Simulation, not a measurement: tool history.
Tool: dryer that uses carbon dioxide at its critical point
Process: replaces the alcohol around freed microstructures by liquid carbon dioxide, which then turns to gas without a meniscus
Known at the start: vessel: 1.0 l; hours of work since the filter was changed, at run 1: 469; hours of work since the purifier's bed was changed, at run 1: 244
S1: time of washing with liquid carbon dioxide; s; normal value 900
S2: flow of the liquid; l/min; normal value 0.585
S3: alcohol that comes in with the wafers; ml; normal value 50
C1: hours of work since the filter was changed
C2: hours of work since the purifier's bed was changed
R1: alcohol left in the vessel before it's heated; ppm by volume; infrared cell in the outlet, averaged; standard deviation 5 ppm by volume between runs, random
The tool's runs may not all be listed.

run	hour	S1	S2	S3	C1	C2	R1
1	0	900	0.585	50	469	244	98
2	20.7	900	0.585	50	480	255	93
# hour 33.8: inlet filter changed
3	44.6	900	0.585	50	6	267	36
4	81.9	900	0.585	50	26	287	38
5	113.5	900	0.585	50	42	304	42
6	135.1	900	0.585	50	54	315	43
7	181.7	900	0.585	50	78	340	48
8	219.1	900	0.585	50	98	360	49
9	253.5	900	0.585	50	117	378	49
10	281.2	900	0.585	50	131	393	56
11	311.9	900	0.585	50	148	409	64
12	347.4	900	0.585	50	166	428	58
13	392.4	900	0.585	50	190	451	70
14	443.2	900	0.585	50	217	478	66
15	473	900	0.585	50	233	494	64
16	500.8	900	0.585	50	248	509	74
17	532.1	900	0.585	50	264	526	78

For run 18, what comes out?
18	582.6	900	0.585	50	291	552	?

Run 18 measured R1 68 ppm by volume.
With the hidden condition absent and the run-to-run variation left alone, this run would have shown R1 10 ppm by volume.

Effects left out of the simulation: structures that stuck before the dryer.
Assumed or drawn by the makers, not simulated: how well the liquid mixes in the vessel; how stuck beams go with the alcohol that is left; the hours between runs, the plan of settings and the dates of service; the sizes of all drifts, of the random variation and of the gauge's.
